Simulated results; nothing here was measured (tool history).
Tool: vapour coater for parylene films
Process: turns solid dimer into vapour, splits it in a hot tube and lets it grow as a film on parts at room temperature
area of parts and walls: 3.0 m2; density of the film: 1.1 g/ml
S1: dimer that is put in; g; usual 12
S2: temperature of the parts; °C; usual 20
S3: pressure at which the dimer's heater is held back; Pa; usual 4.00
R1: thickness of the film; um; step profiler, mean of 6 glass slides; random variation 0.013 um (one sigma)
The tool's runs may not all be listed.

| run | hour | S1 | S2 | S3 | R1 |
|---|---|---|---|---|---|
| 1 | 0.0 | 12 | 20 | 4.00 | 2.73 |
| 2 | 13.9 | 12 | 20 | 4.00 | 2.74 |
| 3 | 29.6 | 12 | 20 | 4.00 | 2.73 |
| 4 | 42.9 | 12 | 20 | 4.00 | 2.72 |
| 5 | 58.3 | 12 | 20 | 4.00 | 2.73 |
| 6 | 73.0 | 12 | 20 | 4.00 | 2.74 |
| 7 | 89.3 | 12 | 19 | 2.62 | 2.96 |
| 8 | 96.8 | 12 | 17 | 3.62 | 3.15 |
| 9 | 110.1 | 15 | 17 | 8.09 | 3.69 |
| 10 | 123.1 | 13 | 18 | 9.48 | 3.00 |
| 11 | 138.4 | 13 | 18 | 9.48 | 3.00 |

3 ways to go on from here, each from the tool as it stands after run 11. What would each give?
| A | 151.6 | 10 | 29 | 4.18 | ? |
| B | 151.6 | 13 | 19 | 9.48 | ? |
| C | 151.6 | 5 | 31 | 6.63 | ? |

| run | R1 |
|---|---|
| A | 1.54 |
| B | 2.88 |
| C | 0.66 |
Without the tool's hidden state the same runs would have given:
| run | R1 |
|---|---|
| A | 1.52 |
| B | 2.86 |
| C | 0.66 |
